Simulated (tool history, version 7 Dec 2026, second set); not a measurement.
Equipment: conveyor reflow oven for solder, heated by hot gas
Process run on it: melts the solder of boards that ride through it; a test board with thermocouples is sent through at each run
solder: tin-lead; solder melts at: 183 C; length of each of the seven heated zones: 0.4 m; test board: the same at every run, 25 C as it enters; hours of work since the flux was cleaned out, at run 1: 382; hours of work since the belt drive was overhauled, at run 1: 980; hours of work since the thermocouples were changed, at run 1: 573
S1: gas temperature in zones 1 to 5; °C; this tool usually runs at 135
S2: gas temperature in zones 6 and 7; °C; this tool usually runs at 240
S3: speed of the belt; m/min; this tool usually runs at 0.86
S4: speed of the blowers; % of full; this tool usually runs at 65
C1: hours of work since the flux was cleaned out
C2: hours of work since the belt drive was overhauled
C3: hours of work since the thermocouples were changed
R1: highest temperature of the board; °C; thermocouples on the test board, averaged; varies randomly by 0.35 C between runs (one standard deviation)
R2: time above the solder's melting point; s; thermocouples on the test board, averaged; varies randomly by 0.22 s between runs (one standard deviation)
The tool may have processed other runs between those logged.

| run | hour | S1 | S2 | S3 | S4 | C1 | C2 | C3 | R1 | R2 |
|---|---|---|---|---|---|---|---|---|---|---|
| 1 | 0 | 135 | 240 | 0.86 | 65 | 382 | 980 | 573 | 218.1 | 41.7 |
| 2 | 65.9 | 135 | 240 | 0.86 | 65 | 427 | 1025 | 618 | 217.6 | 41.9 |
| 3 | 101.4 | 135 | 240 | 0.86 | 65 | 452 | 1050 | 643 | 217.5 | 41.9 |
|  | 160.2 | flux residue cleaned out of gas plates and filters |
| 4 | 169.8 | 135 | 240 | 0.86 | 65 | 7 | 1094 | 686 | 218.6 | 43.1 |
| 5 | 244.5 | 135 | 240 | 0.86 | 65 | 58 | 1145 | 738 | 219.3 | 43.5 |
| 6 | 294.9 | 135 | 240 | 0.86 | 65 | 93 | 1180 | 773 | 219.3 | 43.1 |
| 7 | 360.4 | 135 | 240 | 0.86 | 65 | 138 | 1225 | 818 | 219 | 42.8 |
|  | 369.1 | belt drive overhauled, speed set with a stopwatch |
| 8 | 441.6 | 135 | 240 | 0.86 | 65 | 191 | 50 | 871 | 217 | 40.9 |
| 9 | 510.7 | 140 | 240 | 0.86 | 65 | 238 | 97 | 918 | 217.4 | 42.4 |
| 10 | 572.6 | 140 | 240 | 0.86 | 65 | 281 | 140 | 961 | 218.3 | 42.1 |
| 11 | 626.3 | 140 | 240 | 0.86 | 65 | 318 | 177 | 998 | 217.6 | 42.4 |
| 12 | 695.3 | 135 | 240 | 0.86 | 65 | 365 | 224 | 1045 | 216.7 | 40.5 |
| 13 | 761 | 135 | 240 | 0.86 | 65 | 411 | 270 | 1090 | 216.1 | 40.1 |
| 14 | 821.9 | 135 | 240 | 0.86 | 84 | 452 | 311 | 1132 | 221.5 | 43.2 |
|  | 880 | flux residue cleaned out of gas plates and filters |
| 15 | 888.7 | 135 | 240 | 0.86 | 84 | 6 | 354 | 1175 | 223.6 | 45.1 |
| 16 | 927.8 | 135 | 240 | 0.975 | 79 | 33 | 381 | 1202 | 218 | 36.7 |
| 17 | 992 | 135 | 240 | 0.975 | 79 | 77 | 425 | 1246 | 217.5 | 36.5 |
| 18 | 1050.8 | 128 | 240 | 0.775 | 70 | 117 | 465 | 1286 | 221.7 | 47.2 |
| 19 | 1091.9 | 128 | 240 | 0.775 | 70 | 146 | 494 | 1315 | 221.8 | 47.2 |
| 20 | 1142.8 | 143 | 254 | 0.737 | 59 | 181 | 529 | 1350 | 234.7 | 60.5 |
|  | 1195.8 | thermocouples of zones 6 and 7 changed |
| 21 | 1201 | 135 | 240 | 0.86 | 86 | 219 | 567 | 4 | 224.9 | 46 |
| 22 | 1250.6 | 143 | 244 | 0.998 | 83 | 254 | 602 | 38 | 223.6 | 40 |
| 23 | 1316.8 | 143 | 232 | 0.693 | 77 | 299 | 647 | 83 | 221.7 | 58.8 |
| 24 | 1395.4 | 143 | 232 | 0.693 | 77 | 353 | 701 | 137 | 221.6 | 58.8 |
| 25 | 1432.4 | 122 | 232 | 1.002 | 64 | 379 | 727 | 163 | 201.9 | 22.1 |
| 26 | 1488.7 | 135 | 236 | 0.808 | 67 | 417 | 765 | 201 | 218.1 | 44.5 |
| 27 | 1540 | 135 | 235 | 0.808 | 67 | 453 | 801 | 237 | 216.6 | 43.9 |
| 28 | 1586.3 | 135 | 235 | 0.808 | 67 | 485 | 833 | 269 | 216.7 | 44.5 |
|  | 1597.6 | flux residue cleaned out of gas plates and filters |
| 29 | 1642.7 | 135 | 235 | 0.808 | 67 | 31 | 868 | 304 | 218 | 45.8 |
| 30 | 1692.5 | 135 | 254 | 0.981 | 65 | 65 | 902 | 338 | 226 | 40.6 |

Some steps in R1, run to run, broken into two amounts with sign: the step expected even without the hidden condition (settings, incoming material, random variation), and the rest, left for the hidden condition together with whatever gauge scatter is not in both the measured and the hidden-condition-free result:
Hidden state present: heat that the gas passes to the board, % of a clean oven's; belt's true speed, % of the reading; true gas temperature in zones 6 and 7 over the reading, C; drift of the gauge itself on peak_c, C; drift of the gauge itself on liquid_s, %.
Run 3 -> 4: flux residue cleaned out of gas plates and filters. R1 +1.1 °C: hidden state +2.2, all else -1.1.
Run 14 -> 15: flux residue cleaned out of gas plates and filters. R1 +2.1 °C: hidden state +2.5, all else -0.4.
Run 19 -> 20: S1 128 -> 143, S2 240 -> 254, S3 0.775 -> 0.737, S4 70 -> 59. R1 +12.9 °C: hidden state +0, all else +12.9.
Run 24 -> 25: S1 143 -> 122, S3 0.693 -> 1.002, S4 77 -> 64. R1 -19.7 °C: hidden state -0.5, all else -19.2.
Run 25 -> 26: S1 122 -> 135, S2 232 -> 236, S3 1.002 -> 0.808, S4 64 -> 67. R1 +16.2 °C: hidden state +0, all else +16.2.
Run 28 -> 29: flux residue cleaned out of gas plates and filters. R1 +1.3 °C: hidden state +1.9, all else -0.6.
